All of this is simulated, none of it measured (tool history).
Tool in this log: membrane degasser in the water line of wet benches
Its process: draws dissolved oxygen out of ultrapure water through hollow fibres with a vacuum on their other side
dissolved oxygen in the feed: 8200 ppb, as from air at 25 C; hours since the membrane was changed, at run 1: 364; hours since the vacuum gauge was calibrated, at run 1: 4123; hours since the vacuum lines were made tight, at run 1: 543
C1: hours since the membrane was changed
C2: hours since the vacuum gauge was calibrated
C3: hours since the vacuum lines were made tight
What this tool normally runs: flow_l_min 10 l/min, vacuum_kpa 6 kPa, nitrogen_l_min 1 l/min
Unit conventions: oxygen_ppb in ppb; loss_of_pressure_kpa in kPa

{"run": 1, "day": 0.0, "flow_l_min": 10, "vacuum_kpa": 6, "nitrogen_l_min": 1, "C1": 364, "C2": 4123, "C3": 543, "oxygen_ppb": 72.9, "loss_of_pressure_kpa": 44.02}
{"run": 2, "day": 4.417, "flow_l_min": 10, "vacuum_kpa": 6, "nitrogen_l_min": 1, "C1": 470, "C2": 4229, "C3": 649, "oxygen_ppb": 73.7, "loss_of_pressure_kpa": 43.83}
{"run": 3, "day": 8.096, "flow_l_min": 10, "vacuum_kpa": 8.48, "nitrogen_l_min": 1, "C1": 558, "C2": 4317, "C3": 737, "oxygen_ppb": 131.4, "loss_of_pressure_kpa": 43.97}
{"run": 4, "day": 12.254, "flow_l_min": 10, "vacuum_kpa": 5.81, "nitrogen_l_min": 1, "C1": 658, "C2": 4417, "C3": 837, "oxygen_ppb": 70.8, "loss_of_pressure_kpa": 44.16}
{"run": 5, "day": 14.329, "flow_l_min": 10, "vacuum_kpa": 14.5, "nitrogen_l_min": 1, "C1": 708, "C2": 4467, "C3": 887, "oxygen_ppb": 269.8, "loss_of_pressure_kpa": 43.81}
{"run": 6, "day": 16.929, "flow_l_min": 10, "vacuum_kpa": 6, "nitrogen_l_min": 0.51, "C1": 770, "C2": 4529, "C3": 949, "oxygen_ppb": 136.3, "loss_of_pressure_kpa": 44.07}
{"run": 7, "day": 20.312, "flow_l_min": 10, "vacuum_kpa": 6, "nitrogen_l_min": 0.51, "C1": 852, "C2": 4611, "C3": 1030, "oxygen_ppb": 135.8, "loss_of_pressure_kpa": 43.82}
{"run": 8, "day": 22.875, "flow_l_min": 10, "vacuum_kpa": 6, "nitrogen_l_min": 0.51, "C1": 913, "C2": 4672, "C3": 1092, "oxygen_ppb": 134.6, "loss_of_pressure_kpa": 44.23}
{"run": 9, "day": 25.292, "flow_l_min": 10, "vacuum_kpa": 6, "nitrogen_l_min": 1, "C1": 971, "C2": 4730, "C3": 1150, "oxygen_ppb": 76.1, "loss_of_pressure_kpa": 43.99}
{"run": 10, "day": 28.058, "flow_l_min": 10, "vacuum_kpa": 6, "nitrogen_l_min": 1, "C1": 1038, "C2": 4797, "C3": 1216, "oxygen_ppb": 76, "loss_of_pressure_kpa": 44.31}
{"run": 11, "day": 31.592, "flow_l_min": 10, "vacuum_kpa": 6, "nitrogen_l_min": 1, "C1": 1122, "C2": 4881, "C3": 1301, "oxygen_ppb": 75.9, "loss_of_pressure_kpa": 44.18}
{"run": 12, "day": 35.571, "flow_l_min": 10, "vacuum_kpa": 6, "nitrogen_l_min": 1, "C1": 1218, "C2": 4977, "C3": 1396, "oxygen_ppb": 75.7, "loss_of_pressure_kpa": 44.31}
{"run": 13, "day": 38.225, "flow_l_min": 10, "vacuum_kpa": 6, "nitrogen_l_min": 1, "C1": 1282, "C2": 5041, "C3": 1460, "oxygen_ppb": 77.6, "loss_of_pressure_kpa": 44.34}
{"run": 14, "day": 40.496, "flow_l_min": 10, "vacuum_kpa": 6, "nitrogen_l_min": 1, "C1": 1336, "C2": 5095, "C3": 1515, "oxygen_ppb": 77.4, "loss_of_pressure_kpa": 44.14}
{"run": 15, "day": 42.808, "flow_l_min": 15, "vacuum_kpa": 11.34, "nitrogen_l_min": 1.28, "C1": 1392, "C2": 5151, "C3": 1570, "oxygen_ppb": 235, "loss_of_pressure_kpa": 66.06}
{"run": 16, "day": 46.65, "flow_l_min": 15, "vacuum_kpa": 11.34, "nitrogen_l_min": 1.28, "C1": 1484, "C2": 5243, "C3": 1662, "oxygen_ppb": 233.3, "loss_of_pressure_kpa": 66.32}
{"run": 17, "day": 50.288, "flow_l_min": 6, "vacuum_kpa": 9.33, "nitrogen_l_min": 2.01, "C1": 1571, "C2": 5330, "C3": 1750, "oxygen_ppb": 49.6, "loss_of_pressure_kpa": 26.47}
{"run": 18, "day": 53.45, "flow_l_min": 7, "vacuum_kpa": 4.96, "nitrogen_l_min": 0.65, "C1": 1647, "C2": 5406, "C3": 1826, "oxygen_ppb": 55.1, "loss_of_pressure_kpa": 30.98}
{"run": 19, "day": 58.096, "flow_l_min": 7, "vacuum_kpa": 4.96, "nitrogen_l_min": 0.65, "C1": 1758, "C2": 5517, "C3": 1937, "oxygen_ppb": 53.2, "loss_of_pressure_kpa": 30.96}
{"run": 20, "day": 61.454, "flow_l_min": 6, "vacuum_kpa": 11.05, "nitrogen_l_min": 1, "C1": 1839, "C2": 5598, "C3": 2018, "oxygen_ppb": 125.3, "loss_of_pressure_kpa": 26.58}
{"run": 21, "day": 65.067, "flow_l_min": 11, "vacuum_kpa": 6, "nitrogen_l_min": 0.57, "C1": 1926, "C2": 5685, "C3": 2104, "oxygen_ppb": 140.4, "loss_of_pressure_kpa": 49}
{"run": 22, "day": 67.025, "flow_l_min": 15, "vacuum_kpa": 8.72, "nitrogen_l_min": 0.79, "C1": 1973, "C2": 5732, "C3": 2151, "oxygen_ppb": 248.7, "loss_of_pressure_kpa": 66.83}
{"run": 23, "day": 71.675, "flow_l_min": 12, "vacuum_kpa": 8.72, "nitrogen_l_min": 0.79, "C1": 2084, "C2": 5843, "C3": 2263, "oxygen_ppb": 205.6, "loss_of_pressure_kpa": 53.27}
{"run": 24, "day": 73.958, "flow_l_min": 12, "vacuum_kpa": 8.72, "nitrogen_l_min": 0.79, "C1": 2139, "C2": 5898, "C3": 2318, "oxygen_ppb": 203.7, "loss_of_pressure_kpa": 53.65}
{"run": 25, "day": 77.479, "flow_l_min": 10, "vacuum_kpa": 11.7, "nitrogen_l_min": 1.59, "C1": 2224, "C2": 5983, "C3": 2402, "oxygen_ppb": 137.9, "loss_of_pressure_kpa": 44.45}

Alternative continuations, all from the tool just after run 25; predict every row:
{"run": "A", "day": 81.492, "flow_l_min": 10, "vacuum_kpa": 12.16, "nitrogen_l_min": 1.59, "C1": 2320, "C2": 6079, "C3": 2499, "oxygen_ppb": "?", "loss_of_pressure_kpa": "?"}
{"run": "B", "day": 81.492, "flow_l_min": 8, "vacuum_kpa": 6, "nitrogen_l_min": 1.87, "C1": 2320, "C2": 6079, "C3": 2499, "oxygen_ppb": "?", "loss_of_pressure_kpa": "?"}
{"run": "C", "day": 81.492, "flow_l_min": 11, "vacuum_kpa": 8.38, "nitrogen_l_min": 1, "C1": 2320, "C2": 6079, "C3": 2499, "oxygen_ppb": "?", "loss_of_pressure_kpa": "?"}
{"run": "D", "day": 81.492, "flow_l_min": 12, "vacuum_kpa": 5.87, "nitrogen_l_min": 1.13, "C1": 2320, "C2": 6079, "C3": 2499, "oxygen_ppb": "?", "loss_of_pressure_kpa": "?"}

run=A oxygen_ppb=143.4 loss_of_pressure_kpa=44.43
run=B oxygen_ppb=35.1 loss_of_pressure_kpa=35.97
run=C oxygen_ppb=146.1 loss_of_pressure_kpa=48.59
run=D oxygen_ppb=79.2 loss_of_pressure_kpa=53.94
Without the tool's hidden state the same runs would have given:
run=A oxygen_ppb=134.1 loss_of_pressure_kpa=43.56
run=B oxygen_ppb=30 loss_of_pressure_kpa=35.28
run=C oxygen_ppb=133.8 loss_of_pressure_kpa=47.64
run=D oxygen_ppb=68.3 loss_of_pressure_kpa=52.9

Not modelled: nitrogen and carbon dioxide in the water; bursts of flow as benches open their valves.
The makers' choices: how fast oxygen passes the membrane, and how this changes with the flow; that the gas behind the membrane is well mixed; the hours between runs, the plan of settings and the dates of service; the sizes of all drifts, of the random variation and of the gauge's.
